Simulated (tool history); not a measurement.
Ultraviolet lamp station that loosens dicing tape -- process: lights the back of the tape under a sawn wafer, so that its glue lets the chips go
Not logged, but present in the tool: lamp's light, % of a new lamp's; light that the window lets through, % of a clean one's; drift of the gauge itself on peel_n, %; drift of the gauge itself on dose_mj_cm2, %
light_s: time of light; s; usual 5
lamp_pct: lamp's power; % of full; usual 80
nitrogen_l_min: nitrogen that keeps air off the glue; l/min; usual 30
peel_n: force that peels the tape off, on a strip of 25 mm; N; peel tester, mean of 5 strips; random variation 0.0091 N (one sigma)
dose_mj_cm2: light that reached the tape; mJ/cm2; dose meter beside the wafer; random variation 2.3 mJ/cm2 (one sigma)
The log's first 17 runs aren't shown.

| run | hour | light_s | lamp_pct | nitrogen_l_min | hours of work of the lamp | hours of work since the window was cleaned | peel_n | dose_mj_cm2 |
|---|---|---|---|---|---|---|---|---|
| 18 | 247.4 | 9 | 80 | 30 | 776 | 197 | 0.197 | 328 |
| 19 | 262.4 | 9 | 90 | 46 | 788 | 209 | 0.148 | 373 |
| 20 | 283.3 | 3 | 74 | 9 | 804 | 226 | 3.577 | 100 |
| 21 | 299.4 | 5 | 80 | 13 | 817 | 239 | 1.349 | 178 |
| 22 | 308.5 | 9 | 87 | 16 | 824 | 246 | 0.293 | 343 |
| 23 | 323.6 | 9 | 87 | 16 | 836 | 258 | 0.312 | 342 |
| 24 | 333.0 | 9 | 87 | 16 | 844 | 265 | 0.286 | 342 |
| 25 | 344.3 | 7 | 62 | 16 | 853 | 274 | 1.092 | 190 |
| 26 | 354.2 | 7 | 62 | 16 | 861 | 282 | 1.106 | 187 |
| 27 | 367.0 | 7 | 62 | 16 | 871 | 292 | 1.082 | 181 |
| 28 | 378.8 | 3 | 81 | 10 | 880 | 302 | 3.264 | 104 |
| 29 | 397.9 | 3 | 98 | 10 | 896 | 317 | 2.753 | 125 |
| 30 | 413.3 | 3 | 98 | 10 | 908 | 329 | 2.734 | 123 |
| 31 | 430.1 | 3 | 98 | 10 | 921 | 343 | 2.716 | 123 |
| 32 | 447.7 | 9 | 78 | 11 | 935 | 357 | 0.602 | 292 |
| 33 | 463.6 | 3 | 69 | 26 | 948 | 369 | 2.695 | 86 |
| 34 | 477.9 | 6 | 64 | 22 | 959 | 381 | 1.175 | 154 |
| 35 | 497.7 | 9 | 97 | 39 | 975 | 397 | 0.152 | 350 |
| 36 | 516.2 | 4 | 97 | 13 | 990 | 411 | 1.772 | 155 |

Below are 4 alternative next runs, each starting from the tool's condition after run 36. Predict each:
| A | 533.9 | 4 | 97 | 10 | 1004 | 425 | ? | ? |
| B | 533.9 | 8 | 97 | 30 | 1004 | 425 | ? | ? |
| C | 533.9 | 7 | 87 | 21 | 1004 | 425 | ? | ? |
| D | 533.9 | 5 | 68 | 21 | 1004 | 425 | ? | ? |

| run | peel_n | dose_mj_cm2 |
|---|---|---|
| A | 2.138 | 158 |
| B | 0.221 | 309 |
| C | 0.496 | 247 |
| D | 1.687 | 135 |
Stripped of hidden state, with their random variation kept, the same runs would have yielded:
| run | peel_n | dose_mj_cm2 |
|---|---|---|
| A | 1.132 | 231 |
| B | 0.150 | 456 |
| C | 0.214 | 363 |
| D | 0.814 | 199 |
